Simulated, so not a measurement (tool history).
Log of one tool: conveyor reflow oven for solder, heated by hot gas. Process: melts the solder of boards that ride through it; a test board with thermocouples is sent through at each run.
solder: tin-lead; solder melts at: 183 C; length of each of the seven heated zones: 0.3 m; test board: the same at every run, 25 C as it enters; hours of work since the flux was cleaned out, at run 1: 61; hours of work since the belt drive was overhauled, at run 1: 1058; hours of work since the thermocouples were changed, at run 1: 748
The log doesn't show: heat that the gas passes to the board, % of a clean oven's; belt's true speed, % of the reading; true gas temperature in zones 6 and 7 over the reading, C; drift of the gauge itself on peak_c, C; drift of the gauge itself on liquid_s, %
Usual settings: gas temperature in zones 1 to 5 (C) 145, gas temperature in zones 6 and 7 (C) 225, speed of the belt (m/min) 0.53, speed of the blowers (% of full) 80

run	hour	gas temperature in zones 1 to 5 (C)	gas temperature in zones 6 and 7 (C)	speed of the belt (m/min)	speed of the blowers (% of full)	hours of work since the flux was cleaned out	hours of work since the belt drive was overhauled	hours of work since the thermocouples were changed	highest temperature of the board (C)	time above the solder's melting point (s)
1	0	145	225	0.53	80	61	1058	748	211.3	50.7
2	24.7	145	225	0.53	58	73	1070	760	206.1	44.1
3	60.4	145	225	0.53	58	90	1087	777	206.8	45.9
4	103.7	145	225	0.53	82	111	1107	797	211.5	50.7
5	134.5	145	225	0.53	82	125	1122	812	210.3	50.3
6	166.2	145	225	0.53	82	140	1137	827	210.3	49.4
7	186.2	145	225	0.53	82	149	1146	836	210.2	50
# hour 222: belt drive overhauled, speed set with a stopwatch
8	230.9	145	225	0.53	82	169	4	855	208.9	48.3
9	253.7	145	225	0.53	80	180	15	866	208.3	47.5
10	291.4	139	225	0.53	80	197	33	884	208.1	43.7
11	333.2	145	225	0.53	80	217	53	904	208.2	47.4
12	373.5	145	225	0.53	80	236	72	923	208.7	46.7
13	406.6	145	225	0.53	80	252	87	938	208.5	46.1
14	451.4	145	225	0.53	80	273	108	960	207.5	46.2
15	469.7	145	225	0.53	80	282	117	968	206.8	45.9
16	506.7	145	225	0.53	80	299	135	986	207.6	45.8
17	551.2	145	225	0.53	61	320	156	1007	203.2	41.5
18	592.6	145	214	0.53	80	340	175	1026	198.3	35.5
19	621.3	145	214	0.53	80	353	189	1040	197.7	35.2
20	653.2	145	239	0.53	80	368	204	1055	219.2	55.1
21	695.4	158	230	0.53	80	388	224	1075	213.4	55.1
22	722.5	138	226	0.506	59	401	237	1088	202.7	39.5
23	758.5	138	233	0.567	59	418	254	1105	205	35.1
# hour 772.4: flux residue cleaned out of gas plates and filters
24	786.7	141	240	0.567	57	7	265	1116	213.8	45.4
25	829.6	141	240	0.567	57	27	285	1136	213.9	45.7
26	852.2	131	239	0.567	89	38	296	1147	220.4	46.6
27	886.6	131	239	0.567	89	54	312	1163	218.4	47.4
28	928.4	131	240	0.567	68	74	332	1183	215.4	43.7
29	964.3	131	240	0.628	71	91	349	1200	210.9	37.7
30	1002.5	131	240	0.628	71	109	367	1218	210.6	35.9

5 ways to go on from here, each from the tool as it stands after run 30. What would each give?
A	1035.1	145	223	0.53	80	124	382	1233	?	?
B	1035.1	145	225	0.572	80	124	382	1233	?	?
C	1035.1	143	240	0.628	71	124	382	1233	?	?
D	1035.1	134	229	0.53	63	124	382	1233	?	?
E	1035.1	145	221	0.628	71	124	382	1233	?	?

run	highest temperature of the board (C)	time above the solder's melting point (s)
A	206.7	47.4
B	206.4	41.5
C	213.6	40.8
D	206.9	41.6
E	198.9	29.7
Without the tool's hidden state the same runs would have given:
run	highest temperature of the board (C)	time above the solder's melting point (s)
A	210.9	50.8
B	210.6	44.8
C	217.9	43.4
D	211.1	45.3
E	203	34

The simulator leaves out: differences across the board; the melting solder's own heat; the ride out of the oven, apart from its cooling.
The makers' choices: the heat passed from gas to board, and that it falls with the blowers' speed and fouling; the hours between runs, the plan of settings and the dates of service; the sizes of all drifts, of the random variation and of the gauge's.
